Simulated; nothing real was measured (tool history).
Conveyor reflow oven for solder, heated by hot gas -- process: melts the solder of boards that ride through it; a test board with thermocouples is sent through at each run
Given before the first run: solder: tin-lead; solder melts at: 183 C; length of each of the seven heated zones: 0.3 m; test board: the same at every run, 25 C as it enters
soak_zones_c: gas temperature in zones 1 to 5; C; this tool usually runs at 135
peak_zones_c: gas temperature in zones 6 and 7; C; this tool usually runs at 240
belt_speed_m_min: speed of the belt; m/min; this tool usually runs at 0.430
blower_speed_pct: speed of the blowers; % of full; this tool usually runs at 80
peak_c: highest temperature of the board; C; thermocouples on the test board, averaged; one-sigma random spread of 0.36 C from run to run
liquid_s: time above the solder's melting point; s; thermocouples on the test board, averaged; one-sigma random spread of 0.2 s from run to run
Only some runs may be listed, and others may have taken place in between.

run,hour,soak_zones_c,peak_zones_c,belt_speed_m_min,blower_speed_pct,peak_c,liquid_s
1,0.0,135,240,0.430,80,226.8,69.2
2,12.2,135,240,0.430,80,226.6,68.8
3,32.6,135,240,0.430,80,226.0,68.6
4,52.3,135,240,0.430,80,225.5,68.7
5,63.2,135,240,0.430,80,226.1,68.9
# hour 69.2: flux residue cleaned out of gas plates and filters
6,81.1,135,240,0.430,80,225.7,68.2
7,101.4,135,240,0.430,80,225.2,68.1
8,110.4,135,240,0.430,80,224.8,68.4
9,130.4,135,240,0.430,80,224.9,68.4

Estimate the outcome of run 10 from the log above:
10,143.6,132,239,0.454,58,?,?

Run 10 produced peak_c 214.6 C, liquid_s 53.5 s.
If the tool had no hidden condition, the same run with the same run-to-run variation would have returned peak_c 216.2 C, liquid_s 54.9 s.
